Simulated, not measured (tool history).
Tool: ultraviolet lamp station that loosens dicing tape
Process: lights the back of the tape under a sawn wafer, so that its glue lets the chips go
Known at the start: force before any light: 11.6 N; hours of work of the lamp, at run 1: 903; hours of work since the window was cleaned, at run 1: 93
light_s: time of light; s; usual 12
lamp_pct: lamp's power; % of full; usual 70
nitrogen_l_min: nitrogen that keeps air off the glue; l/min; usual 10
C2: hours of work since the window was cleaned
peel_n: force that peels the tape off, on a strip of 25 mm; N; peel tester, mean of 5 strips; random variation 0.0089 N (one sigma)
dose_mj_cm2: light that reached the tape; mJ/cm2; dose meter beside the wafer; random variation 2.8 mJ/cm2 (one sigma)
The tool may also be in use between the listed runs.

{"run": 1, "day": 0.0, "light_s": 12, "lamp_pct": 70, "nitrogen_l_min": 10, "hours of work of the lamp": 903, "C2": 93, "peel_n": 0.745, "dose_mj_cm2": 296}
{"run": 2, "day": 1.804, "light_s": 12, "lamp_pct": 70, "nitrogen_l_min": 10, "hours of work of the lamp": 933, "C2": 123, "peel_n": 0.776, "dose_mj_cm2": 290}
{"run": 3, "day": 3.962, "light_s": 12, "lamp_pct": 70, "nitrogen_l_min": 10, "hours of work of the lamp": 969, "C2": 159, "peel_n": 0.831, "dose_mj_cm2": 283}
{"run": 4, "day": 6.033, "light_s": 12, "lamp_pct": 70, "nitrogen_l_min": 10, "hours of work of the lamp": 1003, "C2": 194, "peel_n": 0.888, "dose_mj_cm2": 274}
{"run": 5, "day": 6.983, "light_s": 12, "lamp_pct": 95, "nitrogen_l_min": 10, "hours of work of the lamp": 1019, "C2": 209, "peel_n": 0.427, "dose_mj_cm2": 370}
{"run": 6, "day": 8.379, "light_s": 12, "lamp_pct": 80, "nitrogen_l_min": 10, "hours of work of the lamp": 1043, "C2": 233, "peel_n": 0.75, "dose_mj_cm2": 301}
{"run": 7, "day": 9.908, "light_s": 12, "lamp_pct": 80, "nitrogen_l_min": 10, "hours of work of the lamp": 1068, "C2": 258, "peel_n": 0.755, "dose_mj_cm2": 296}
{"day": 10.642, "done": "window cleaned of glue's vapour"}
{"run": 8, "day": 11.35, "light_s": 12, "lamp_pct": 70, "nitrogen_l_min": 10, "hours of work of the lamp": 1092, "C2": 12, "peel_n": 0.707, "dose_mj_cm2": 306}
{"run": 9, "day": 12.846, "light_s": 12, "lamp_pct": 70, "nitrogen_l_min": 10, "hours of work of the lamp": 1117, "C2": 37, "peel_n": 0.741, "dose_mj_cm2": 301}
{"run": 10, "day": 13.983, "light_s": 12, "lamp_pct": 70, "nitrogen_l_min": 10, "hours of work of the lamp": 1136, "C2": 56, "peel_n": 0.75, "dose_mj_cm2": 295}
{"run": 11, "day": 15.483, "light_s": 12, "lamp_pct": 70, "nitrogen_l_min": 10, "hours of work of the lamp": 1161, "C2": 81, "peel_n": 0.821, "dose_mj_cm2": 284}
{"run": 12, "day": 16.658, "light_s": 12, "lamp_pct": 70, "nitrogen_l_min": 10, "hours of work of the lamp": 1181, "C2": 101, "peel_n": 0.82, "dose_mj_cm2": 283}
{"run": 13, "day": 17.696, "light_s": 12, "lamp_pct": 70, "nitrogen_l_min": 10, "hours of work of the lamp": 1198, "C2": 118, "peel_n": 0.87, "dose_mj_cm2": 279}
{"run": 14, "day": 18.9, "light_s": 12, "lamp_pct": 70, "nitrogen_l_min": 10, "hours of work of the lamp": 1218, "C2": 138, "peel_n": 0.914, "dose_mj_cm2": 269}
{"run": 15, "day": 20.6, "light_s": 12, "lamp_pct": 70, "nitrogen_l_min": 10, "hours of work of the lamp": 1246, "C2": 166, "peel_n": 0.943, "dose_mj_cm2": 264}
{"run": 16, "day": 22.529, "light_s": 12, "lamp_pct": 70, "nitrogen_l_min": 10, "hours of work of the lamp": 1279, "C2": 199, "peel_n": 1.013, "dose_mj_cm2": 258}
{"run": 17, "day": 24.233, "light_s": 12, "lamp_pct": 70, "nitrogen_l_min": 11, "hours of work of the lamp": 1307, "C2": 227, "peel_n": 1.041, "dose_mj_cm2": 250}
{"run": 18, "day": 26.0, "light_s": 6, "lamp_pct": 85, "nitrogen_l_min": 9, "hours of work of the lamp": 1337, "C2": 257, "peel_n": 2.859, "dose_mj_cm2": 149}
{"day": 26.9, "done": "window cleaned of glue's vapour"}
{"run": 19, "day": 28.038, "light_s": 12, "lamp_pct": 85, "nitrogen_l_min": 9, "hours of work of the lamp": 1370, "C2": 19, "peel_n": 0.528, "dose_mj_cm2": 347}
{"run": 20, "day": 29.229, "light_s": 9, "lamp_pct": 92, "nitrogen_l_min": 3, "hours of work of the lamp": 1390, "C2": 39, "peel_n": 1.618, "dose_mj_cm2": 272}
{"run": 21, "day": 30.442, "light_s": 12, "lamp_pct": 78, "nitrogen_l_min": 6, "hours of work of the lamp": 1410, "C2": 59, "peel_n": 0.881, "dose_mj_cm2": 305}
{"run": 22, "day": 31.358, "light_s": 12, "lamp_pct": 78, "nitrogen_l_min": 6, "hours of work of the lamp": 1426, "C2": 74, "peel_n": 0.951, "dose_mj_cm2": 304}
{"run": 23, "day": 33.517, "light_s": 20, "lamp_pct": 92, "nitrogen_l_min": 14, "hours of work of the lamp": 1462, "C2": 111, "peel_n": 0.167, "dose_mj_cm2": 569}
{"run": 24, "day": 34.758, "light_s": 12, "lamp_pct": 61, "nitrogen_l_min": 4, "hours of work of the lamp": 1483, "C2": 131, "peel_n": 2.082, "dose_mj_cm2": 224}
{"run": 25, "day": 35.946, "light_s": 12, "lamp_pct": 84, "nitrogen_l_min": 10, "hours of work of the lamp": 1502, "C2": 151, "peel_n": 0.731, "dose_mj_cm2": 301}
{"day": 37.7, "done": "lamp changed"}
{"run": 26, "day": 37.7, "light_s": 12, "lamp_pct": 76, "nitrogen_l_min": 10, "hours of work of the lamp": 0, "C2": 180, "peel_n": 0.412, "dose_mj_cm2": 373}
{"run": 27, "day": 39.179, "light_s": 12, "lamp_pct": 76, "nitrogen_l_min": 10, "hours of work of the lamp": 25, "C2": 204, "peel_n": 0.447, "dose_mj_cm2": 365}
{"run": 28, "day": 40.867, "light_s": 6, "lamp_pct": 70, "nitrogen_l_min": 6, "hours of work of the lamp": 53, "C2": 233, "peel_n": 2.84, "dose_mj_cm2": 163}
{"run": 29, "day": 42.204, "light_s": 6, "lamp_pct": 70, "nitrogen_l_min": 6, "hours of work of the lamp": 75, "C2": 255, "peel_n": 2.852, "dose_mj_cm2": 163}
{"day": 43.2, "done": "window cleaned of glue's vapour"}
{"run": 30, "day": 44.042, "light_s": 12, "lamp_pct": 70, "nitrogen_l_min": 12, "hours of work of the lamp": 106, "C2": 14, "peel_n": 0.375, "dose_mj_cm2": 378}
{"run": 31, "day": 45.292, "light_s": 12, "lamp_pct": 70, "nitrogen_l_min": 15, "hours of work of the lamp": 127, "C2": 35, "peel_n": 0.356, "dose_mj_cm2": 372}
{"run": 32, "day": 47.0, "light_s": 12, "lamp_pct": 89, "nitrogen_l_min": 5, "hours of work of the lamp": 155, "C2": 63, "peel_n": 0.368, "dose_mj_cm2": 460}

Forecast each of these 3 alternatives for the next run:
{"run": "A", "day": 48.167, "light_s": 24, "lamp_pct": 70, "nitrogen_l_min": 5, "hours of work of the lamp": 175, "C2": 83, "peel_n": "?", "dose_mj_cm2": "?"}
{"run": "B", "day": 48.167, "light_s": 12, "lamp_pct": 82, "nitrogen_l_min": 5, "hours of work of the lamp": 175, "C2": 83, "peel_n": "?", "dose_mj_cm2": "?"}
{"run": "C", "day": 48.167, "light_s": 12, "lamp_pct": 83, "nitrogen_l_min": 10, "hours of work of the lamp": 175, "C2": 83, "peel_n": "?", "dose_mj_cm2": "?"}

run=A peel_n=0.152 dose_mj_cm2=718
run=B peel_n=0.445 dose_mj_cm2=416
run=C peel_n=0.31 dose_mj_cm2=423
Without the tool's hidden state the same runs would have given:
run=A peel_n=0.14 dose_mj_cm2=789
run=B peel_n=0.345 dose_mj_cm2=458
run=C peel_n=0.247 dose_mj_cm2=465

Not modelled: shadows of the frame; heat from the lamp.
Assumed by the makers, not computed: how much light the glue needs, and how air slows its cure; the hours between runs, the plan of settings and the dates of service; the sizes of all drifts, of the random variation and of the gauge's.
